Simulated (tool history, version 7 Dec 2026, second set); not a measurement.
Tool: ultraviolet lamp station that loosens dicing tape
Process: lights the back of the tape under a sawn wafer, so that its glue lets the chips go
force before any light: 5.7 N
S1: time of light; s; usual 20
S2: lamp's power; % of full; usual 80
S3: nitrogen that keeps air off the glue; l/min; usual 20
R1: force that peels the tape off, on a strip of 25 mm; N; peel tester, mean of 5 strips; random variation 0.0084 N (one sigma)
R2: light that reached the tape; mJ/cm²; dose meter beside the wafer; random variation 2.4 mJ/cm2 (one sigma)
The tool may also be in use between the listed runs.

run	hour	S1	S2	S3	R1	R2
1	0	20	80	20	0.592	176
2	73.6	20	80	20	0.653	163
3	110.7	31	80	20	0.361	240
4	181.3	31	80	20	0.271	325
5	250.5	31	80	20	0.283	313
6	302.2	31	80	20	0.282	301
7	373.7	31	80	20	0.31	282
8	432.5	31	80	20	0.263	353
9	470.9	31	80	20	0.277	341
10	520.1	31	80	20	0.275	334
11	571.4	31	80	20	0.267	319
12	620.3	31	80	20	0.294	308
13	659.2	20	80	11	0.689	190
14	691.2	20	80	11	0.718	186
15	745.7	20	80	11	0.651	198
16	800.1	20	80	11	0.706	190
17	866	10	80	11	1.936	89
18	910.6	20	80	20	0.614	176
19	956.9	20	86	20	0.604	179
20	1036.1	20	75	20	0.695	165
21	1113.7	20	75	20	0.409	229
22	1161	35	89	25	0.251	457
23	1237.8	35	89	25	0.245	434
24	1311	20	65	8	0.809	189
25	1373.3	20	63	20	0.616	173
26	1407.5	36	69	27	0.273	333
27	1444.4	31	89	13	0.264	363
28	1510.5	24	99	7	0.432	293
29	1588.1	12	62	11	1.8	93
30	1634	34	62	24	0.309	270
31	1684.9	14	80	20	0.894	137
32	1762.1	20	67	20	0.747	153
33	1838	20	66	20	0.818	140
34	1892.9	13	80	20	1.107	121
35	1958.7	13	81	16	1.313	116
36	2010.7	13	81	16	1.342	104
37	2053.7	25	100	16	0.269	379
38	2124.2	25	100	33	0.245	360
39	2163.4	21	94	25	0.266	301
40	2205.4	21	94	25	0.288	300
41	2249.2	20	63	31	0.479	180

Not shown: 12 entries that the log had between the listed runs. Between which runs, and how does the tool's hidden state differ before and after?
Between runs 2 and 3: window cleaned of glue's vapour (hour 93.8)
  lamp's light, % of a new lamp's: 71.2 -> 69.8; light that the window lets through, % of a clean one's: 89.9 -> 85.9
  measured less the result without the state, R1: +0.319 -> +0.12 N; R2: -92 -> -161 mJ/cm²
Between runs 3 and 4: lamp changed (hour 122.4)
  lamp's light, % of a new lamp's: 69.8 -> 97; light that the window lets through, % of a clean one's: 85.9 -> 83.7
  measured less the result without the state, R1: +0.12 -> +0.024 N; R2: -161 -> -76 mJ/cm²
Between runs 7 and 8: window cleaned of glue's vapour (hour 383.9); window cleaned of glue's vapour, once more (hour 416)
  lamp's light, % of a new lamp's: 90.3 -> 88.4; light that the window lets through, % of a clean one's: 77.3 -> 98.8
  measured less the result without the state, R1: +0.06 -> +0.013 N; R2: -122 -> -51 mJ/cm²
Between runs 14 and 15: window cleaned of glue's vapour (hour 703.6)
  lamp's light, % of a new lamp's: 79.7 -> 78.1; light that the window lets through, % of a clean one's: 90.1 -> 98.1
  measured less the result without the state, R1: +0.294 -> +0.226 N; R2: -74 -> -60 mJ/cm²
Between runs 19 and 20: window cleaned of glue's vapour (hour 994.9)
  lamp's light, % of a new lamp's: 70.4 -> 67.8; light that the window lets through, % of a clean one's: 91.2 -> 98.3
  measured less the result without the state, R1: +0.283 -> +0.32 N; R2: -100 -> -82 mJ/cm²
Between runs 20 and 21: lamp changed (hour 1084.6)
  lamp's light, % of a new lamp's: 67.8 -> 97.2; light that the window lets through, % of a clean one's: 98.3 -> 95.8
  measured less the result without the state, R1: +0.32 -> +0.038 N; R2: -82 -> -17 mJ/cm²
Between runs 23 and 24: window cleaned of glue's vapour (hour 1284.7)
  lamp's light, % of a new lamp's: 93.1 -> 90.6; light that the window lets through, % of a clean one's: 91.5 -> 98.3
  measured less the result without the state, R1: +0.004 -> +0.138 N; R2: -75 -> -23 mJ/cm²
Between runs 28 and 29: window cleaned of glue's vapour (hour 1575.2)
  lamp's light, % of a new lamp's: 83.6 -> 80.9; light that the window lets through, % of a clean one's: 91.4 -> 99.4
  measured less the result without the state, R1: +0.125 -> +0.412 N; R2: -91 -> -24 mJ/cm²
Between runs 33 and 34: window cleaned of glue's vapour (hour 1866.4)
  lamp's light, % of a new lamp's: 72.8 -> 71.1; light that the window lets through, % of a clean one's: 91 -> 99.1
  measured less the result without the state, R1: +0.395 -> +0.473 N; R2: -72 -> -51 mJ/cm²
Between runs 36 and 37: lamp changed (hour 2050.4)
  lamp's light, % of a new lamp's: 67 -> 98.8; light that the window lets through, % of a clean one's: 95 -> 93.5
  measured less the result without the state, R1: +0.657 -> +0.009 N; R2: -62 -> -30 mJ/cm²
Between runs 38 and 39: window cleaned of glue's vapour (hour 2157.8)
  lamp's light, % of a new lamp's: 96.4 -> 95; light that the window lets through, % of a clean one's: 91.2 -> 99
  measured less the result without the state, R1: +0.007 -> +0.011 N; R2: -49 -> -20 mJ/cm²
